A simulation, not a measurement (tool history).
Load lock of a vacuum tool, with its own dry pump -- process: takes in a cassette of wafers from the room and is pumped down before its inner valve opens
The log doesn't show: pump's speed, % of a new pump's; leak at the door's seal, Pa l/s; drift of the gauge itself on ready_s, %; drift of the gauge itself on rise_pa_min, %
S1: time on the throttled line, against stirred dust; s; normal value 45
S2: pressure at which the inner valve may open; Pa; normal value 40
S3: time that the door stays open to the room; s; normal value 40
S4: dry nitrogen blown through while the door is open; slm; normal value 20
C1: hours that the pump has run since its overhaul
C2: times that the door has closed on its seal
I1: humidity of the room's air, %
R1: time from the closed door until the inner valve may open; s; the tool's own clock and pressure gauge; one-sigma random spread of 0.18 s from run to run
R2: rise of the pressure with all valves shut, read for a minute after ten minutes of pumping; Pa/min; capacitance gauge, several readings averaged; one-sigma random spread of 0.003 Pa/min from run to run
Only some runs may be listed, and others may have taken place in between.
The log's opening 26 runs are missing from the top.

| run | day | S1 | S2 | S3 | S4 | C1 | C2 | I1 | R1 | R2 |
|---|---|---|---|---|---|---|---|---|---|---|
| 27 | 401.121 | 84 | 53 | 240 | 44 | 9627 | 21197 | 44.9 | 96.0 | 0.051 |
| 28 | 416.488 | 65 | 73 | 40 | 7 | 9996 | 21960 | 47.6 | 78.1 | 0.055 |
| 29 | 435.350 | 72 | 71 | 52 | 13 | 10448 | 22896 | 46.6 | 84.0 | 0.053 |
| 30 | 450.571 | 37 | 45 | 82 | 4 | 10814 | 23651 | 41.6 | 54.8 | 0.064 |
| 31 | 464.929 | 70 | 33 | 40 | 20 | 11158 | 24364 | 44.1 | 84.9 | 0.037 |
| 32 | 480.004 | 70 | 33 | 40 | 20 | 11520 | 25112 | 47.7 | 85.0 | 0.041 |
| 33 | 489.925 | 70 | 33 | 40 | 20 | 11758 | 25605 | 46.0 | 85.2 | 0.039 |
| 34 | 510.867 | 62 | 30 | 128 | 30 | 12261 | 26644 | 44.6 | 78.2 | 0.050 |
| 35 | 519.850 | 62 | 30 | 128 | 30 | 12476 | 27090 | 46.4 | 78.0 | 0.055 |
| 36 | 537.042 | 45 | 40 | 40 | 15 | 12889 | 27943 | 44.3 | 62.1 | 0.042 |

Here are 3 independent what-if runs from the current tool condition. What would each one return?
|  | 549.250 | dry pump taken out, an overhauled one fitted |
| A | 557.558 | 33 | 40 | 40 | 15 | 199 | 28949 | 42.9 | ? | ? |
|  | 549.250 | dry pump taken out, an overhauled one fitted |
| B | 557.558 | 45 | 42 | 40 | 5 | 199 | 28949 | 45.5 | ? | ? |
|  | 549.250 | dry pump taken out, an overhauled one fitted |
| C | 557.558 | 24 | 50 | 40 | 15 | 199 | 28949 | 40.8 | ? | ? |

| run | R1 | R2 |
|---|---|---|
| A | 52.0 | 0.047 |
| B | 62.2 | 0.054 |
| C | 43.1 | 0.043 |
With no hidden state in the tool, these same runs would have given:
| run | R1 | R2 |
|---|---|---|
| A | 52.0 | 0.046 |
| B | 62.2 | 0.053 |
| C | 43.1 | 0.042 |

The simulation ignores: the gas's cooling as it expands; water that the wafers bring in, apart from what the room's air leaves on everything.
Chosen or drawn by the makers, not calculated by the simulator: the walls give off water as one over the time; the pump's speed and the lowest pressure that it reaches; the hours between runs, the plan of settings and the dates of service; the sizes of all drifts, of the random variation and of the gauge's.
